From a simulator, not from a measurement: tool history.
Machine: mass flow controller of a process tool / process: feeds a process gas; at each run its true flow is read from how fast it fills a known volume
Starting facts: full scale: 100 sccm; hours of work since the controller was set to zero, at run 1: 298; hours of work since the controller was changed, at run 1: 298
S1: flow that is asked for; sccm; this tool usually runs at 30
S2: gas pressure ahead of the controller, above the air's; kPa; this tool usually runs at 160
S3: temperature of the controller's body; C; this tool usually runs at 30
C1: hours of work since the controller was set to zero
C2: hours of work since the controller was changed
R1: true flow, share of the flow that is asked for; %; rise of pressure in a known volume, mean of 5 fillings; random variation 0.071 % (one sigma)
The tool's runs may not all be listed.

| run | hour | S1 | S2 | S3 | C1 | C2 | R1 |
|---|---|---|---|---|---|---|---|
| 1 | 0 | 30 | 160 | 30 | 298 | 298 | 99.55 |
| 2 | 164 | 30 | 212 | 30 | 413 | 413 | 99.15 |
| 3 | 296.4 | 30 | 202 | 30 | 506 | 506 | 99.12 |
| 4 | 506.2 | 30 | 202 | 30 | 653 | 653 | 99.07 |
| 5 | 746 | 30 | 202 | 30 | 822 | 822 | 99.07 |
| 6 | 983 | 30 | 202 | 30 | 988 | 988 | 99.06 |
| 7 | 1225.7 | 30 | 202 | 30 | 1158 | 1158 | 99.18 |
| 8 | 1383 | 30 | 202 | 30 | 1269 | 1269 | 99.11 |
| 9 | 1556.7 | 30 | 160 | 30 | 1391 | 1391 | 99.4 |
| 10 | 1701.5 | 24 | 160 | 30 | 1492 | 1492 | 99.48 |
| 11 | 1863.2 | 24 | 208 | 30 | 1606 | 1606 | 99.11 |
| 12 | 2081.4 | 30 | 160 | 30 | 1759 | 1759 | 99.53 |
| 13 | 2280.2 | 30 | 160 | 30 | 1898 | 1898 | 99.56 |
| 14 | 2443 | 30 | 160 | 30 | 2013 | 2013 | 99.45 |
| 15 | 2563.6 | 30 | 160 | 30 | 2097 | 2097 | 99.52 |
| 16 | 2731.6 | 11 | 194 | 31 | 2215 | 2215 | 99.03 |
| 17 | 2911.5 | 11 | 194 | 31 | 2341 | 2341 | 99.08 |
| 18 | 3069.4 | 29 | 165 | 22 | 2452 | 2452 | 100.1 |
| 19 | 3308.7 | 75 | 226 | 26 | 2620 | 2620 | 99.45 |
| 20 | 3422.8 | 80 | 207 | 30 | 2700 | 2700 | 99.38 |
| 21 | 3579.1 | 12 | 216 | 26 | 2810 | 2810 | 99.23 |
| 22 | 3707.6 | 80 | 160 | 23 | 2900 | 2900 | 100.46 |
| 23 | 3885.3 | 14 | 156 | 37 | 3025 | 3025 | 98.82 |
| 24 | 4106 | 49 | 187 | 38 | 3180 | 3180 | 98.73 |
| 25 | 4302.3 | 49 | 156 | 38 | 3317 | 3317 | 98.99 |
| 26 | 4448.4 | 30 | 168 | 32 | 3420 | 3420 | 99.22 |
| 27 | 4647.6 | 30 | 168 | 32 | 3560 | 3560 | 99.26 |
| 28 | 4756 | 20 | 231 | 35 | 3636 | 3636 | 98.52 |
| 29 | 4914.6 | 20 | 231 | 35 | 3747 | 3747 | 98.46 |

Run 30 comes next. What will it give?
| 30 | 5146.1 | 66 | 167 | 21 | 3910 | 3910 | ? |

{"run 30": {"R1": 100.45}}
With the hidden condition absent and the run-to-run variation left alone, this run would have shown R1 100.45 %.
